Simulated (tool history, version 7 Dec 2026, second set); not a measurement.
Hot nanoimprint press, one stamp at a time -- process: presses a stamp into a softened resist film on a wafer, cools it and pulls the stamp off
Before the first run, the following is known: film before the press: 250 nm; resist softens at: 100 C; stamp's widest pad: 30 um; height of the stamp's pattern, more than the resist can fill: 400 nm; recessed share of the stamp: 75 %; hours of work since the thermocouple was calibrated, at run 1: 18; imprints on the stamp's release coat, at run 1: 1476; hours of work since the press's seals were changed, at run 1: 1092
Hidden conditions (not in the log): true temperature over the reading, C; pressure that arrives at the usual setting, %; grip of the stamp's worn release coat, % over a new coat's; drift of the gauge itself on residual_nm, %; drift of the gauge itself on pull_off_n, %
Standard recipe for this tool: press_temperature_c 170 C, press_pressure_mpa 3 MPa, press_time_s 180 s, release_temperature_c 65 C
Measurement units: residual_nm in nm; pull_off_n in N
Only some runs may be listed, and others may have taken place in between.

run	hour	press_temperature_c	press_pressure_mpa	press_time_s	release_temperature_c	hours of work since the thermocouple was calibrated	imprints on the stamp's release coat	hours of work since the press's seals were changed	residual_nm	pull_off_n
1	0	170	3	180	65	18	1476	1092	112.4	228
2	23.9	170	3	180	65	37	1545	1110	112.6	223
3	45	170	3	145	65	53	1607	1126	121.2	217
4	78.8	170	3	145	65	79	1705	1152	121.6	213
5	108	170	2.15	180	65	101	1790	1175	131.4	228
# hour 122.4: stamp cleaned and given a new release coat
6	133.4	170	2.15	180	65	116	31	1190	131.3	220
7	171.3	173	3	180	65	145	142	1219	96	216
8	190.2	170	3	180	65	160	197	1233	112.1	225
9	208.7	170	2.22	180	65	174	251	1248	129.4	221
10	240.2	170	2.22	180	65	198	342	1272	129	218
11	259.5	170	4.59	180	73	213	399	1287	90.5	206
12	278.7	167	2.11	111	64	228	454	1301	173.1	226

Forecast run 13:
# hour 289.8: press's hydraulic seals changed and the load cell set to zero
13	312.8	167	2.11	111	64	248	530	18	?	?

Run 13 measured residual_nm 173 nm, pull_off_n 222 N.
Were there no unlogged condition in the tool, this run, its random variation unchanged, would have produced residual_nm 173.7 nm, pull_off_n 222 N.
